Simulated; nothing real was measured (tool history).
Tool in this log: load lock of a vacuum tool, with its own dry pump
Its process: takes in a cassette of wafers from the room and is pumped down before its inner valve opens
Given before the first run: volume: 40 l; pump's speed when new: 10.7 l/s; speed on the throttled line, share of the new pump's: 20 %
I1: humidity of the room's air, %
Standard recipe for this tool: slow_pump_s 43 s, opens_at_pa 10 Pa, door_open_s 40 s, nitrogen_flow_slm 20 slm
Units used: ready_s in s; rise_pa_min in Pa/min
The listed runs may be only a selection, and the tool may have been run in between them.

run 1 hour=0 | slow_pump_s=43 opens_at_pa=10 door_open_s=40 nitrogen_flow_slm=20 | I1=45.7 | ready_s=72.3 rise_pa_min=0.028
run 2 hour=120.3 | slow_pump_s=43 opens_at_pa=10 door_open_s=40 nitrogen_flow_slm=20 | I1=44.8 | ready_s=72.4 rise_pa_min=0.028
run 3 hour=234 | slow_pump_s=43 opens_at_pa=10 door_open_s=125 nitrogen_flow_slm=20 | I1=45.3 | ready_s=72.6 rise_pa_min=0.058
run 4 hour=340.4 | slow_pump_s=43 opens_at_pa=10 door_open_s=125 nitrogen_flow_slm=20 | I1=44.7 | ready_s=71.8 rise_pa_min=0.058
run 5 hour=462 | slow_pump_s=43 opens_at_pa=10 door_open_s=40 nitrogen_flow_slm=20 | I1=46.9 | ready_s=72.7 rise_pa_min=0.027
run 6 hour=564.4 | slow_pump_s=40 opens_at_pa=10 door_open_s=40 nitrogen_flow_slm=20 | I1=46.7 | ready_s=69.8 rise_pa_min=0.033
run 7 hour=720.2 | slow_pump_s=40 opens_at_pa=10 door_open_s=40 nitrogen_flow_slm=20 | I1=42.5 | ready_s=70.2 rise_pa_min=0.028
run 8 hour=814.4 | slow_pump_s=40 opens_at_pa=10 door_open_s=40 nitrogen_flow_slm=20 | I1=45.5 | ready_s=70.6 rise_pa_min=0.031
run 9 hour=986.9 | slow_pump_s=35 opens_at_pa=10 door_open_s=40 nitrogen_flow_slm=20 | I1=43.1 | ready_s=66 rise_pa_min=0.033
run 10 hour=1164.6 | slow_pump_s=43 opens_at_pa=10 door_open_s=40 nitrogen_flow_slm=20 | I1=44.5 | ready_s=72.4 rise_pa_min=0.028
run 11 hour=1374.4 | slow_pump_s=43 opens_at_pa=10 door_open_s=40 nitrogen_flow_slm=17 | I1=46.3 | ready_s=73 rise_pa_min=0.031
run 12 hour=1595.6 | slow_pump_s=43 opens_at_pa=10 door_open_s=40 nitrogen_flow_slm=17 | I1=44 | ready_s=72.5 rise_pa_min=0.038
run 13 hour=1751.1 | slow_pump_s=43 opens_at_pa=10 door_open_s=40 nitrogen_flow_slm=17 | I1=46.8 | ready_s=72.6 rise_pa_min=0.035
run 14 hour=1851.7 | slow_pump_s=43 opens_at_pa=10 door_open_s=40 nitrogen_flow_slm=17 | I1=41.8 | ready_s=72.4 rise_pa_min=0.032
run 15 hour=2032.9 | slow_pump_s=59 opens_at_pa=10 door_open_s=40 nitrogen_flow_slm=20 | I1=44 | ready_s=84.7 rise_pa_min=0.036
run 16 hour=2182.6 | slow_pump_s=59 opens_at_pa=10 door_open_s=40 nitrogen_flow_slm=20 | I1=44.9 | ready_s=84.2 rise_pa_min=0.036
run 17 hour=2393.7 | slow_pump_s=59 opens_at_pa=10 door_open_s=40 nitrogen_flow_slm=20 | I1=40.3 | ready_s=85.2 rise_pa_min=0.035
run 18 hour=2562.6 | slow_pump_s=59 opens_at_pa=10 door_open_s=40 nitrogen_flow_slm=20 | I1=45.3 | ready_s=85.3 rise_pa_min=0.039
run 19 hour=2692.3 | slow_pump_s=24 opens_at_pa=10 door_open_s=40 nitrogen_flow_slm=20 | I1=44.3 | ready_s=57.2 rise_pa_min=0.036
run 20 hour=2861.1 | slow_pump_s=43 opens_at_pa=10 door_open_s=40 nitrogen_flow_slm=34 | I1=44.9 | ready_s=72.7 rise_pa_min=0.037
run 21 hour=3067 | slow_pump_s=43 opens_at_pa=7 door_open_s=40 nitrogen_flow_slm=5 | I1=44.8 | ready_s=74.1 rise_pa_min=0.05
run 22 hour=3249.8 | slow_pump_s=48 opens_at_pa=18 door_open_s=230 nitrogen_flow_slm=22 | I1=41.1 | ready_s=74.2 rise_pa_min=0.084
run 23 hour=3409.4 | slow_pump_s=25 opens_at_pa=8 door_open_s=148 nitrogen_flow_slm=16 | I1=46.1 | ready_s=60.9 rise_pa_min=0.078
run 24 hour=3525.7 | slow_pump_s=25 opens_at_pa=8 door_open_s=148 nitrogen_flow_slm=16 | I1=44 | ready_s=60.4 rise_pa_min=0.079
run 25 hour=3676.3 | slow_pump_s=25 opens_at_pa=8 door_open_s=148 nitrogen_flow_slm=16 | I1=46.3 | ready_s=61.3 rise_pa_min=0.086
run 26 hour=3807.1 | slow_pump_s=25 opens_at_pa=8 door_open_s=148 nitrogen_flow_slm=16 | I1=45.9 | ready_s=60.2 rise_pa_min=0.083
run 27 hour=3937.6 | slow_pump_s=25 opens_at_pa=8 door_open_s=38 nitrogen_flow_slm=13 | I1=45.4 | ready_s=60.6 rise_pa_min=0.049
run 28 hour=4080.6 | slow_pump_s=49 opens_at_pa=20 door_open_s=45 nitrogen_flow_slm=11 | I1=46.2 | ready_s=73.5 rise_pa_min=0.051
run 29 hour=4253.8 | slow_pump_s=49 opens_at_pa=20 door_open_s=45 nitrogen_flow_slm=11 | I1=45 | ready_s=75 rise_pa_min=0.05
-- hour=4329.4 dry pump taken out, an overhauled one fitted
run 30 hour=4366.1 | slow_pump_s=49 opens_at_pa=20 door_open_s=45 nitrogen_flow_slm=11 | I1=42.9 | ready_s=71.4 rise_pa_min=0.049
run 31 hour=4473.9 | slow_pump_s=49 opens_at_pa=20 door_open_s=45 nitrogen_flow_slm=11 | I1=45.3 | ready_s=71.4 rise_pa_min=0.05
run 32 hour=4666.9 | slow_pump_s=33 opens_at_pa=10 door_open_s=46 nitrogen_flow_slm=20 | I1=44 | ready_s=61.2 rise_pa_min=0.048
run 33 hour=4809.3 | slow_pump_s=33 opens_at_pa=10 door_open_s=46 nitrogen_flow_slm=20 | I1=46.6 | ready_s=62.7 rise_pa_min=0.054
run 34 hour=5021.8 | slow_pump_s=33 opens_at_pa=10 door_open_s=117 nitrogen_flow_slm=20 | I1=43.7 | ready_s=62.1 rise_pa_min=0.07
run 35 hour=5176.5 | slow_pump_s=33 opens_at_pa=16 door_open_s=124 nitrogen_flow_slm=34 | I1=41.9 | ready_s=59.2 rise_pa_min=0.055
run 36 hour=5265.5 | slow_pump_s=33 opens_at_pa=16 door_open_s=124 nitrogen_flow_slm=34 | I1=47.6 | ready_s=60.4 rise_pa_min=0.067
run 37 hour=5439.4 | slow_pump_s=25 opens_at_pa=8 door_open_s=69 nitrogen_flow_slm=10 | I1=45.8 | ready_s=56 rise_pa_min=0.068

Below are 3 alternative next runs, each starting from the tool's condition after run 37. Predict each:
run A hour=5610.3 | slow_pump_s=46 opens_at_pa=17 door_open_s=40 nitrogen_flow_slm=6 | I1=41.4 | ready_s=? rise_pa_min=?
run B hour=5610.3 | slow_pump_s=40 opens_at_pa=10 door_open_s=45 nitrogen_flow_slm=8 | I1=45.3 | ready_s=? rise_pa_min=?
run C hour=5610.3 | slow_pump_s=43 opens_at_pa=10 door_open_s=53 nitrogen_flow_slm=20 | I1=46.5 | ready_s=? rise_pa_min=?

run=A ready_s=69.6 rise_pa_min=0.053
run=B ready_s=67.8 rise_pa_min=0.055
run=C ready_s=71 rise_pa_min=0.049
Without the tool's unlogged condition, the same runs would have read:
run=A ready_s=69.1 rise_pa_min=0.028
run=B ready_s=67.2 rise_pa_min=0.03
run=C ready_s=70.4 rise_pa_min=0.024

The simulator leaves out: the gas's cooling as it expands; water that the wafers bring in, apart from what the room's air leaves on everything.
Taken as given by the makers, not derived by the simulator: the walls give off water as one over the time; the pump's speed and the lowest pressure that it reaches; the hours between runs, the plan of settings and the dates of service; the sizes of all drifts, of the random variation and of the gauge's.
